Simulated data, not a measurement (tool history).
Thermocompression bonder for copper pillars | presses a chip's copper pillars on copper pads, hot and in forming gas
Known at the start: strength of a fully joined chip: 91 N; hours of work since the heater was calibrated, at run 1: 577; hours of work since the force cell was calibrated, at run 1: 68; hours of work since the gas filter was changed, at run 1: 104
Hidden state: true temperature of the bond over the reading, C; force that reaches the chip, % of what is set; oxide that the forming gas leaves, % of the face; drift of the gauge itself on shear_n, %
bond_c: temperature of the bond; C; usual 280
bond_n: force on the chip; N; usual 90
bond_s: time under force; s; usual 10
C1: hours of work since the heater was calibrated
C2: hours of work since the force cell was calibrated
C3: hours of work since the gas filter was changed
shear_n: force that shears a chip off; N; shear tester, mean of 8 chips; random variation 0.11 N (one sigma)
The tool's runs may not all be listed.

{"run": 1, "day": 0.0, "bond_c": 280, "bond_n": 90, "bond_s": 10, "C1": 577, "C2": 68, "C3": 104, "shear_n": 65.2}
{"run": 2, "day": 0.742, "bond_c": 280, "bond_n": 90, "bond_s": 10, "C1": 591, "C2": 81, "C3": 117, "shear_n": 64.9}
{"run": 3, "day": 1.754, "bond_c": 280, "bond_n": 110, "bond_s": 10, "C1": 609, "C2": 99, "C3": 135, "shear_n": 71.8}
{"run": 4, "day": 2.379, "bond_c": 280, "bond_n": 110, "bond_s": 10, "C1": 620, "C2": 111, "C3": 146, "shear_n": 71.9}
{"run": 5, "day": 3.225, "bond_c": 280, "bond_n": 110, "bond_s": 10, "C1": 635, "C2": 126, "C3": 161, "shear_n": 71.8}
{"run": 6, "day": 4.65, "bond_c": 280, "bond_n": 90, "bond_s": 24, "C1": 660, "C2": 151, "C3": 187, "shear_n": 76.1}
{"run": 7, "day": 6.038, "bond_c": 280, "bond_n": 90, "bond_s": 24, "C1": 685, "C2": 176, "C3": 211, "shear_n": 75.7}
{"day": 6.942, "done": "forming gas filter changed"}
{"run": 8, "day": 7.138, "bond_c": 280, "bond_n": 90, "bond_s": 24, "C1": 704, "C2": 195, "C3": 4, "shear_n": 79.7}
{"run": 9, "day": 7.896, "bond_c": 280, "bond_n": 90, "bond_s": 24, "C1": 718, "C2": 208, "C3": 17, "shear_n": 79.4}
{"run": 10, "day": 9.35, "bond_c": 280, "bond_n": 90, "bond_s": 24, "C1": 744, "C2": 234, "C3": 43, "shear_n": 79.2}
{"run": 11, "day": 10.779, "bond_c": 280, "bond_n": 90, "bond_s": 17, "C1": 769, "C2": 260, "C3": 68, "shear_n": 74.3}
{"run": 12, "day": 11.696, "bond_c": 280, "bond_n": 90, "bond_s": 17, "C1": 785, "C2": 276, "C3": 85, "shear_n": 74.5}
{"run": 13, "day": 12.75, "bond_c": 280, "bond_n": 90, "bond_s": 17, "C1": 804, "C2": 295, "C3": 103, "shear_n": 74.2}
{"run": 14, "day": 13.604, "bond_c": 280, "bond_n": 90, "bond_s": 17, "C1": 819, "C2": 310, "C3": 119, "shear_n": 73.8}
{"run": 15, "day": 15.038, "bond_c": 280, "bond_n": 90, "bond_s": 17, "C1": 845, "C2": 336, "C3": 144, "shear_n": 73.6}
{"run": 16, "day": 16.171, "bond_c": 280, "bond_n": 90, "bond_s": 17, "C1": 865, "C2": 356, "C3": 164, "shear_n": 73.4}
{"run": 17, "day": 17.267, "bond_c": 280, "bond_n": 90, "bond_s": 17, "C1": 885, "C2": 375, "C3": 184, "shear_n": 73.3}
{"run": 18, "day": 18.379, "bond_c": 280, "bond_n": 90, "bond_s": 17, "C1": 904, "C2": 395, "C3": 204, "shear_n": 72.9}
{"run": 19, "day": 19.108, "bond_c": 280, "bond_n": 90, "bond_s": 17, "C1": 917, "C2": 408, "C3": 217, "shear_n": 72.7}
{"day": 19.629, "done": "forming gas filter changed"}
{"run": 20, "day": 20.546, "bond_c": 280, "bond_n": 90, "bond_s": 17, "C1": 943, "C2": 433, "C3": 16, "shear_n": 75.8}
{"run": 21, "day": 21.221, "bond_c": 280, "bond_n": 90, "bond_s": 10, "C1": 955, "C2": 445, "C3": 28, "shear_n": 67.9}
{"run": 22, "day": 22.5, "bond_c": 280, "bond_n": 75, "bond_s": 7, "C1": 977, "C2": 468, "C3": 51, "shear_n": 54.9}
{"run": 23, "day": 23.483, "bond_c": 280, "bond_n": 75, "bond_s": 7, "C1": 995, "C2": 486, "C3": 69, "shear_n": 54.8}
{"run": 24, "day": 24.692, "bond_c": 280, "bond_n": 75, "bond_s": 7, "C1": 1017, "C2": 507, "C3": 90, "shear_n": 54.5}
{"run": 25, "day": 25.417, "bond_c": 276, "bond_n": 75, "bond_s": 5, "C1": 1030, "C2": 520, "C3": 103, "shear_n": 46.8}

Forecast run 26:
{"run": 26, "day": 26.167, "bond_c": 276, "bond_n": 75, "bond_s": 5, "C1": 1043, "C2": 534, "C3": 116, "shear_n": "?"}

shear_n: 46.6 N
Without the tool's hidden state the same run would have given shear_n 44.4 N.
